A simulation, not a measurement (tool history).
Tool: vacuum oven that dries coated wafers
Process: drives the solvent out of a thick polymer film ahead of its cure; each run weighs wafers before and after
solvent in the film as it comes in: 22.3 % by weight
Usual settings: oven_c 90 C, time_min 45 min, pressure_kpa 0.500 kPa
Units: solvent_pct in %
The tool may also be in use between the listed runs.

run,hour,oven_c,time_min,pressure_kpa,solvent_pct
1,0.0,90,45,0.500,4.65
2,64.2,96,45,0.500,2.21
3,130.2,96,45,0.500,2.20
4,157.4,96,45,0.500,2.26
5,194.9,96,45,0.500,2.31
6,245.1,82,45,0.564,8.63
7,273.4,104,77,0.697,0.39
8,316.6,86,45,0.500,6.80
9,357.2,86,45,0.500,6.78
10,408.3,100,43,1.120,1.66

Forecast each of these 4 alternatives for the next run:
A,453.5,102,55,0.997,?
B,453.5,101,46,1.964,?
C,453.5,89,45,0.500,?
D,453.5,100,36,1.120,?

run,solvent_pct
A,0.77
B,1.69
C,5.23
D,2.30
Without the tool's hidden state the same runs would have given:
run,solvent_pct
A,0.61
B,1.49
C,4.85
D,2.04
